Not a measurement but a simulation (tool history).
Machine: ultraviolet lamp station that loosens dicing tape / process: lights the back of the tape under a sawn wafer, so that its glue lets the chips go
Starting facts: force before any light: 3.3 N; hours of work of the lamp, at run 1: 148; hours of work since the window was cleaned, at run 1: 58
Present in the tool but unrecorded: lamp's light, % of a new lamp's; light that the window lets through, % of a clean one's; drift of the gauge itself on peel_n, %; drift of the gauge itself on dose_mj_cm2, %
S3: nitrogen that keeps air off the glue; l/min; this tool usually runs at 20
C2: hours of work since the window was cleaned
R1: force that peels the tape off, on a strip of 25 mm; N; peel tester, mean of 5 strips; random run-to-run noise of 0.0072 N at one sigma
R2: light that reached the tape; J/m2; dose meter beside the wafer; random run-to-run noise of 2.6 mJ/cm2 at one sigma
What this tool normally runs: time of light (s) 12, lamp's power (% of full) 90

{"run": 1, "hour": 0.0, "time of light (s)": 12, "lamp's power (% of full)": 90, "S3": 20, "hours of work of the lamp": 148, "C2": 58, "R1": 0.276, "R2": 2930}
{"run": 2, "hour": 39.8, "time of light (s)": 12, "lamp's power (% of full)": 90, "S3": 20, "hours of work of the lamp": 173, "C2": 83, "R1": 0.309, "R2": 2870}
{"run": 3, "hour": 62.8, "time of light (s)": 12, "lamp's power (% of full)": 90, "S3": 20, "hours of work of the lamp": 187, "C2": 97, "R1": 0.308, "R2": 2850}
{"run": 4, "hour": 107.9, "time of light (s)": 12, "lamp's power (% of full)": 90, "S3": 20, "hours of work of the lamp": 215, "C2": 125, "R1": 0.31, "R2": 2780}
{"run": 5, "hour": 151.3, "time of light (s)": 12, "lamp's power (% of full)": 90, "S3": 20, "hours of work of the lamp": 241, "C2": 151, "R1": 0.33, "R2": 2730}
{"run": 6, "hour": 181.2, "time of light (s)": 12, "lamp's power (% of full)": 90, "S3": 13, "hours of work of the lamp": 260, "C2": 170, "R1": 0.403, "R2": 2700}
{"run": 7, "hour": 211.2, "time of light (s)": 12, "lamp's power (% of full)": 63, "S3": 39, "hours of work of the lamp": 278, "C2": 188, "R1": 0.458, "R2": 1860}
{"run": 8, "hour": 234.5, "time of light (s)": 12, "lamp's power (% of full)": 63, "S3": 39, "hours of work of the lamp": 293, "C2": 203, "R1": 0.453, "R2": 1810}
{"run": 9, "hour": 276.9, "time of light (s)": 16, "lamp's power (% of full)": 85, "S3": 12, "hours of work of the lamp": 319, "C2": 229, "R1": 0.327, "R2": 3250}
{"run": 10, "hour": 312.0, "time of light (s)": 16, "lamp's power (% of full)": 85, "S3": 12, "hours of work of the lamp": 341, "C2": 250, "R1": 0.321, "R2": 3150}

Subtracting, for every run, the result it would have given without the tool's unlogged condition from the measured result gives the following. The same run-to-run variation enters both numbers; the gauge's scatter may not:
run=1 R1=+0.036 R2=-330
run=2 R1=+0.045 R2=-380
run=3 R1=+0.048 R2=-420
run=4 R1=+0.058 R2=-470
run=5 R1=+0.068 R2=-520
run=6 R1=+0.098 R2=-570
run=7 R1=+0.122 R2=-420
run=8 R1=+0.125 R2=-450
run=9 R1=+0.083 R2=-870
run=10 R1=+0.091 R2=-930
